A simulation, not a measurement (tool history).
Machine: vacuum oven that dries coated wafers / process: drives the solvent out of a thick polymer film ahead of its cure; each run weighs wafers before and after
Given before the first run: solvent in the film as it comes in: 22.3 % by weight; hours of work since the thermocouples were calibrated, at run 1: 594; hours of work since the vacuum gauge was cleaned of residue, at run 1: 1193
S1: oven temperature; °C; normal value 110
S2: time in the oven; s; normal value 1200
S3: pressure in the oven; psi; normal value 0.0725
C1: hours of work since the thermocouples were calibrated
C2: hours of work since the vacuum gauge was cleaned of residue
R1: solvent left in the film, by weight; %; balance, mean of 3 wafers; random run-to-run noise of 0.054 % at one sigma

Run 1, hour 0: usual settings; C1 594; C2 1193. Result: R1 1.99 %.
Run 2, hour 51.4: usual settings; C1 629; C2 1228. Result: R1 1.98 %.
Run 3, hour 99.6: usual settings; C1 662; C2 1261. Result: R1 2.03 %.
Run 4, hour 137.3: usual settings; C1 687; C2 1287. Result: R1 2.08 %.
Run 5, hour 179.1: usual settings; C1 716; C2 1315. Result: R1 2.06 %.
Run 6, hour 232.7: usual settings but S3 0.1255 psi; C1 752; C2 1351. Result: R1 2.33 %.
Run 7, hour 277.9: usual settings but S3 0.1556 psi; C1 783; C2 1382. Result: R1 2.47 %.
Run 8, hour 334.8: usual settings but S3 0.1556 psi; C1 822; C2 1421. Result: R1 2.52 %.
Run 9, hour 377.8: usual settings but S3 0.1556 psi; C1 851; C2 1450. Result: R1 2.6 %.
Run 10, hour 402.6: usual settings; C1 868; C2 1467. Result: R1 2.08 %.
Run 11, hour 429.3: usual settings; C1 886; C2 1485. Result: R1 2.07 %.
Run 12, hour 473.2: usual settings; C1 916; C2 1515. Result: R1 1.99 %.

Run 13 is up next; what results do you expect?
Run 13, hour 519.3: usual settings; C1 947; C2 1546. Result: R1 ?.

Logged for run 13: R1 2.01 %.
Were there no unlogged condition in the tool, this run, its random variation unchanged, would have produced R1 2.06 %.
